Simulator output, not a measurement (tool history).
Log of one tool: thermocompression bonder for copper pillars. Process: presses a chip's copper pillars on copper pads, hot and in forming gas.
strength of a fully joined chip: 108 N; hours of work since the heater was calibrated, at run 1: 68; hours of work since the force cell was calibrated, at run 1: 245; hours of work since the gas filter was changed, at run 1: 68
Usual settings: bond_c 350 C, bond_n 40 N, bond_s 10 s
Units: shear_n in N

run	day	bond_c	bond_n	bond_s	hours of work since the heater was calibrated	hours of work since the force cell was calibrated	hours of work since the gas filter was changed	shear_n
1	0	350	40	10	68	245	68	40.8
2	2.367	350	40	25	107	285	107	55.7
3	4.175	350	40	22	137	315	137	53.8
4	5.258	350	40	22	155	333	155	53.2
5	6.496	350	56	10	176	353	176	48.7
6	8.575	350	40	10	211	388	211	40.4
7	9.812	350	40	10	231	409	231	39.6
8	11.058	336	24	7	252	429	252	21.2
9	12.442	359	56	18	275	452	275	62.2
10	14.325	343	47	24	306	484	306	54.6

The next listed run, before its measurement:
# day 15.162: forming gas filter changed
11	15.475	366	40	10	325	503	5	?

shear_n: 48 N
Without the tool's hidden state the same run would have given shear_n 47.5 N.

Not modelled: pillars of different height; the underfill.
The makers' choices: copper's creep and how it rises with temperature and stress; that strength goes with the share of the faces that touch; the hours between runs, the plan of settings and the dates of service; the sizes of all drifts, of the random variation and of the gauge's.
